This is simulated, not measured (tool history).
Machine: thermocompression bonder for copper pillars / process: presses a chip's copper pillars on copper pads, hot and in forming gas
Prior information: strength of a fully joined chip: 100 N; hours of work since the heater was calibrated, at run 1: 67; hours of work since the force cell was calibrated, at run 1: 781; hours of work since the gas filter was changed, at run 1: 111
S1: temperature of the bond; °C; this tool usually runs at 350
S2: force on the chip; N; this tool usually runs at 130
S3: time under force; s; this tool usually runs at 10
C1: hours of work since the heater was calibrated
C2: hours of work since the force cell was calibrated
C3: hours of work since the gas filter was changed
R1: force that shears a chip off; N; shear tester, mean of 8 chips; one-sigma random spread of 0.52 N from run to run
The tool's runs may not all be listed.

| run | hour | S1 | S2 | S3 | C1 | C2 | C3 | R1 |
|---|---|---|---|---|---|---|---|---|
| 1 | 0 | 350 | 130 | 10 | 67 | 781 | 111 | 62.4 |
| 2 | 6.3 | 377 | 130 | 10 | 70 | 784 | 113 | 76.8 |
| 3 | 13.3 | 350 | 130 | 24 | 73 | 787 | 117 | 77.7 |
| 4 | 19 | 350 | 130 | 24 | 76 | 789 | 119 | 77.6 |
| 5 | 27.9 | 350 | 130 | 24 | 79 | 793 | 123 | 78.3 |
| 6 | 31.8 | 350 | 130 | 24 | 81 | 795 | 125 | 78.5 |
| 7 | 37 | 350 | 130 | 24 | 83 | 797 | 127 | 77.8 |
| 8 | 42.8 | 350 | 130 | 24 | 86 | 799 | 129 | 78.3 |
| 9 | 51.7 | 369 | 130 | 10 | 90 | 803 | 133 | 71.4 |
| 10 | 57.9 | 350 | 130 | 10 | 92 | 806 | 136 | 62.5 |
| 11 | 62.5 | 350 | 130 | 10 | 94 | 808 | 138 | 62 |
| 12 | 70 | 350 | 130 | 10 | 98 | 811 | 141 | 61.9 |
| 13 | 76.5 | 350 | 130 | 10 | 100 | 814 | 144 | 63.2 |
| 14 | 81.7 | 350 | 143 | 10 | 103 | 816 | 146 | 67.6 |
| 15 | 89 | 350 | 130 | 5 | 106 | 819 | 149 | 50 |
|  | 91.7 | heater calibrated with a thermocouple chip |
| 16 | 99.1 | 350 | 130 | 5 | 3 | 823 | 153 | 50.4 |
| 17 | 104.7 | 350 | 141 | 27 | 6 | 825 | 155 | 81.4 |
| 18 | 110.3 | 352 | 130 | 10 | 8 | 828 | 158 | 64.4 |
| 19 | 114.4 | 342 | 185 | 7 | 10 | 829 | 159 | 69.1 |
| 20 | 119.9 | 350 | 130 | 26 | 12 | 832 | 162 | 79.3 |
| 21 | 129.2 | 339 | 139 | 6 | 16 | 836 | 166 | 50.3 |
|  | 131.1 | forming gas filter changed |
| 22 | 138.8 | 376 | 130 | 11 | 20 | 840 | 3 | 78.4 |
| 23 | 144.8 | 363 | 130 | 20 | 23 | 842 | 6 | 81.6 |
|  | 150 | heater calibrated with a thermocouple chip, once more |
| 24 | 153.8 | 363 | 130 | 20 | 2 | 845 | 9 | 81.6 |
| 25 | 161.2 | 363 | 130 | 7 | 5 | 849 | 12 | 63.9 |
| 26 | 168.9 | 363 | 130 | 13 | 8 | 852 | 15 | 74.7 |
| 27 | 175 | 354 | 138 | 10 | 11 | 855 | 18 | 69 |
| 28 | 181.4 | 327 | 80 | 26 | 14 | 857 | 21 | 44.1 |
| 29 | 187.1 | 326 | 99 | 10 | 16 | 860 | 23 | 37.9 |
| 30 | 194.6 | 350 | 130 | 22 | 19 | 863 | 27 | 75.9 |
| 31 | 200.8 | 372 | 84 | 20 | 22 | 866 | 29 | 64.6 |

Alternative continuations, all from the tool just after run 31; predict every row:
| A | 208.4 | 377 | 125 | 12 | 25 | 869 | 33 | ? |
| B | 208.4 | 345 | 89 | 24 | 25 | 869 | 33 | ? |
| C | 208.4 | 356 | 113 | 26 | 25 | 869 | 33 | ? |
| D | 208.4 | 372 | 84 | 8 | 25 | 869 | 33 | ? |
| E | 208.4 | 335 | 84 | 5 | 25 | 869 | 33 | ? |

| run | R1 |
|---|---|
| A | 77.7 |
| B | 56.6 |
| C | 75.4 |
| D | 49.4 |
| E | 26.9 |
With the hidden condition removed and each run's random variation left untouched, the same runs would have given:
| run | R1 |
|---|---|
| A | 74.5 |
| B | 53.1 |
| C | 72.2 |
| D | 46.1 |
| E | 24.7 |
